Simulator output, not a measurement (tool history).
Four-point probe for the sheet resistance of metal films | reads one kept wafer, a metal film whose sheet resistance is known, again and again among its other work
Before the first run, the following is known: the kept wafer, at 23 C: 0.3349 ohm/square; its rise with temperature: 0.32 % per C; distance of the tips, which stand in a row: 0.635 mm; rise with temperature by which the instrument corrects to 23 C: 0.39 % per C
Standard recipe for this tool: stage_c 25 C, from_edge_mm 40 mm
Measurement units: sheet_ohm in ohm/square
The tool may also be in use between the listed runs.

| run | hour | stage_c | from_edge_mm | sheet_ohm |
|---|---|---|---|---|
| 1 | 0 | 25 | 40 | 0.334434 |
| 2 | 10.9 | 25 | 40 | 0.33426 |
| 3 | 27.3 | 25 | 40 | 0.334381 |
| 4 | 40.7 | 22 | 40 | 0.335098 |
| 5 | 63 | 22 | 40 | 0.335079 |
| 6 | 82.5 | 22 | 40 | 0.335116 |
| 7 | 94.7 | 22 | 40 | 0.335341 |
| 8 | 110.4 | 18 | 37 | 0.336158 |
| 9 | 123.7 | 27 | 5 | 0.336597 |
| 10 | 135.2 | 33 | 20 | 0.332569 |
| 11 | 154.2 | 22 | 20 | 0.335282 |

3 options for the next run, each taken on its own from the tool as it stands now. Forecast them:
| A | 170.5 | 23 | 8 | ? |
| B | 170.5 | 29 | 23 | ? |
| C | 170.5 | 18 | 9 | ? |

| run | sheet_ohm |
|---|---|
| A | 0.335941 |
| B | 0.333497 |
| C | 0.337017 |
Take away the tool's hidden state, keep each run's random variation, and the runs would have read:
| run | sheet_ohm |
|---|---|
| A | 0.336014 |
| B | 0.33357 |
| C | 0.33709 |
